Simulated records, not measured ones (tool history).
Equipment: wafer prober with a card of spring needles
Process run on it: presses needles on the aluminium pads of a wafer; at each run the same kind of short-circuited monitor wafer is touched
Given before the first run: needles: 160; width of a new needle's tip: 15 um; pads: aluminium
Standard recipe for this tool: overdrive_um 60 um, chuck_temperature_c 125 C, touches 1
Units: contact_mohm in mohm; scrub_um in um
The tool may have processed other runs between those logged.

run 1 hour=0 | overdrive_um=60 chuck_temperature_c=125 touches=1 | contact_mohm=148 scrub_um=15.93
-- hour=16.8 tips cleaned on abrasive film
-- hour=43.1 tips cleaned on abrasive film
-- hour=70.9 tips cleaned on abrasive film
run 2 hour=78.1 | overdrive_um=60 chuck_temperature_c=125 touches=1 | contact_mohm=149 scrub_um=16.04
-- hour=94.9 tips cleaned on abrasive film
-- hour=104.7 height of the first contact set anew
-- hour=120.6 tips cleaned on abrasive film
run 3 hour=124.5 | overdrive_um=52 chuck_temperature_c=125 touches=1 | contact_mohm=149 scrub_um=13.85
-- hour=146.9 tips cleaned on abrasive film
-- hour=171.1 tips cleaned on abrasive film
run 4 hour=174.2 | overdrive_um=52 chuck_temperature_c=125 touches=1 | contact_mohm=150 scrub_um=13.86
-- hour=195.9 tips cleaned on abrasive film
run 5 hour=218 | overdrive_um=52 chuck_temperature_c=125 touches=1 | contact_mohm=150 scrub_um=13.84
-- hour=224.2 tips cleaned on abrasive film
-- hour=250.1 tips cleaned on abrasive film
-- hour=277.5 tips cleaned on abrasive film
run 6 hour=286.8 | overdrive_um=52 chuck_temperature_c=122 touches=1 | contact_mohm=153 scrub_um=13.86
-- hour=301.4 tips cleaned on abrasive film
-- hour=328.3 tips cleaned on abrasive film
run 7 hour=346 | overdrive_um=52 chuck_temperature_c=100 touches=1 | contact_mohm=147 scrub_um=13.83
-- hour=351 tips cleaned on abrasive film
-- hour=371 height of the first contact set anew
-- hour=376.3 tips cleaned on abrasive film
-- hour=403.1 tips cleaned on abrasive film
run 8 hour=420.5 | overdrive_um=52 chuck_temperature_c=100 touches=1 | contact_mohm=146 scrub_um=13.8
-- hour=426.1 tips cleaned on abrasive film
-- hour=449.4 tips cleaned on abrasive film
-- hour=477.4 tips cleaned on abrasive film
-- hour=503.9 tips cleaned on abrasive film
run 9 hour=506.2 | overdrive_um=52 chuck_temperature_c=100 touches=1 | contact_mohm=146 scrub_um=13.79
-- hour=531.8 tips cleaned on abrasive film
-- hour=558 tips cleaned on abrasive film
run 10 hour=571.9 | overdrive_um=72 chuck_temperature_c=125 touches=1 | contact_mohm=143 scrub_um=19.04
-- hour=581.6 tips cleaned on abrasive film
-- hour=609.1 tips cleaned on abrasive film
-- hour=636.6 tips cleaned on abrasive film
-- hour=636.9 height of the first contact set anew
-- hour=661.9 tips cleaned on abrasive film
run 11 hour=661.9 | overdrive_um=72 chuck_temperature_c=125 touches=1 | contact_mohm=144 scrub_um=19.04
-- hour=688.9 tips cleaned on abrasive film
-- hour=713.5 tips cleaned on abrasive film
run 12 hour=723.8 | overdrive_um=72 chuck_temperature_c=125 touches=1 | contact_mohm=143 scrub_um=19.05
-- hour=738.9 tips cleaned on abrasive film
-- hour=762.4 tips cleaned on abrasive film
-- hour=789.3 tips cleaned on abrasive film
run 13 hour=795.6 | overdrive_um=60 chuck_temperature_c=125 touches=2 | contact_mohm=147 scrub_um=15.85
-- hour=811.8 tips cleaned on abrasive film
-- hour=839.3 tips cleaned on abrasive film
run 14 hour=847.2 | overdrive_um=60 chuck_temperature_c=125 touches=2 | contact_mohm=150 scrub_um=15.84
-- hour=862.2 tips cleaned on abrasive film
-- hour=889.6 tips cleaned on abrasive film
-- hour=901.1 height of the first contact set anew
-- hour=917.6 tips cleaned on abrasive film
run 15 hour=922.6 | overdrive_um=60 chuck_temperature_c=125 touches=2 | contact_mohm=151 scrub_um=15.84
-- hour=941.6 tips cleaned on abrasive film
-- hour=967.4 tips cleaned on abrasive film
-- hour=992.4 tips cleaned on abrasive film
-- hour=1017.2 tips cleaned on abrasive film
run 16 hour=1017.2 | overdrive_um=60 chuck_temperature_c=125 touches=2 | contact_mohm=147 scrub_um=15.84
-- hour=1043.9 tips cleaned on abrasive film
-- hour=1071.8 tips cleaned on abrasive film
-- hour=1098.4 tips cleaned on abrasive film
run 17 hour=1107.3 | overdrive_um=68 chuck_temperature_c=106 touches=1 | contact_mohm=143 scrub_um=17.86
-- hour=1123.7 tips cleaned on abrasive film
-- hour=1147.2 tips cleaned on abrasive film
-- hour=1168.8 height of the first contact set anew
-- hour=1174.5 tips cleaned on abrasive film
run 18 hour=1195 | overdrive_um=73 chuck_temperature_c=106 touches=2 | contact_mohm=140 scrub_um=19.12
-- hour=1199 tips cleaned on abrasive film
-- hour=1223.7 tips cleaned on abrasive film
-- hour=1250 tips cleaned on abrasive film
run 19 hour=1253.5 | overdrive_um=48 chuck_temperature_c=125 touches=1 | contact_mohm=151 scrub_um=12.59
-- hour=1275.9 tips cleaned on abrasive film
-- hour=1301.1 tips cleaned on abrasive film
run 20 hour=1316.9 | overdrive_um=73 chuck_temperature_c=109 touches=2 | contact_mohm=144 scrub_um=19.18
-- hour=1328.2 tips cleaned on abrasive film
-- hour=1355.3 tips cleaned on abrasive film
run 21 hour=1355.3 | overdrive_um=60 chuck_temperature_c=125 touches=2 | contact_mohm=148 scrub_um=15.71
-- hour=1381.5 tips cleaned on abrasive film
-- hour=1408.9 tips cleaned on abrasive film
-- hour=1434.5 tips cleaned on abrasive film
-- hour=1434.8 height of the first contact set anew
run 22 hour=1434.8 | overdrive_um=56 chuck_temperature_c=98 touches=2 | contact_mohm=141 scrub_um=14.67
-- hour=1457.6 tips cleaned on abrasive film
-- hour=1484.4 tips cleaned on abrasive film
run 23 hour=1491 | overdrive_um=56 chuck_temperature_c=98 touches=2 | contact_mohm=143 scrub_um=14.62
-- hour=1511.2 tips cleaned on abrasive film
-- hour=1539.1 tips cleaned on abrasive film
-- hour=1565.4 tips cleaned on abrasive film
run 24 hour=1575.7 | overdrive_um=72 chuck_temperature_c=70 touches=1 | contact_mohm=135 scrub_um=18.84
-- hour=1590.7 tips cleaned on abrasive film
-- hour=1618.4 tips cleaned on abrasive film
-- hour=1646 tips cleaned on abrasive film
run 25 hour=1665 | overdrive_um=72 chuck_temperature_c=70 touches=1 | contact_mohm=137 scrub_um=18.78
-- hour=1670.7 tips cleaned on abrasive film
-- hour=1695.4 tips cleaned on abrasive film
-- hour=1701.3 height of the first contact set anew
-- hour=1723.6 tips cleaned on abrasive film
run 26 hour=1741.2 | overdrive_um=72 chuck_temperature_c=70 touches=1 | contact_mohm=133 scrub_um=18.84
-- hour=1749.8 tips cleaned on abrasive film
-- hour=1772.2 tips cleaned on abrasive film
run 27 hour=1781.6 | overdrive_um=68 chuck_temperature_c=27 touches=2 | contact_mohm=130 scrub_um=17.75
-- hour=1796.7 tips cleaned on abrasive film
-- hour=1823.4 tips cleaned on abrasive film
run 28 hour=1824.5 | overdrive_um=68 chuck_temperature_c=27 touches=2 | contact_mohm=132 scrub_um=17.74

Consider 5 possible next runs. They are alternatives, not a sequence: every one starts from the tool as it was left by run 28. What does each give?
-- hour=1849.9 tips cleaned on abrasive film
run A hour=1871.7 | overdrive_um=60 chuck_temperature_c=50 touches=1 | contact_mohm=? scrub_um=?
-- hour=1849.9 tips cleaned on abrasive film
run B hour=1871.7 | overdrive_um=45 chuck_temperature_c=34 touches=1 | contact_mohm=? scrub_um=?
-- hour=1849.9 tips cleaned on abrasive film
run C hour=1871.7 | overdrive_um=52 chuck_temperature_c=36 touches=2 | contact_mohm=? scrub_um=?
-- hour=1849.9 tips cleaned on abrasive film
run D hour=1871.7 | overdrive_um=60 chuck_temperature_c=125 touches=1 | contact_mohm=? scrub_um=?
-- hour=1849.9 tips cleaned on abrasive film
run E hour=1871.7 | overdrive_um=60 chuck_temperature_c=38 touches=3 | contact_mohm=? scrub_um=?

run=A contact_mohm=136 scrub_um=15.6
run=B contact_mohm=138 scrub_um=11.74
run=C contact_mohm=135 scrub_um=13.56
run=D contact_mohm=147 scrub_um=15.61
run=E contact_mohm=135 scrub_um=15.66
With the hidden condition removed and each run's random variation left untouched, the same runs would have given:
run=A contact_mohm=135 scrub_um=15.98
run=B contact_mohm=137 scrub_um=12.02
run=C contact_mohm=135 scrub_um=13.89
run=D contact_mohm=146 scrub_um=15.98
run=E contact_mohm=135 scrub_um=16.04
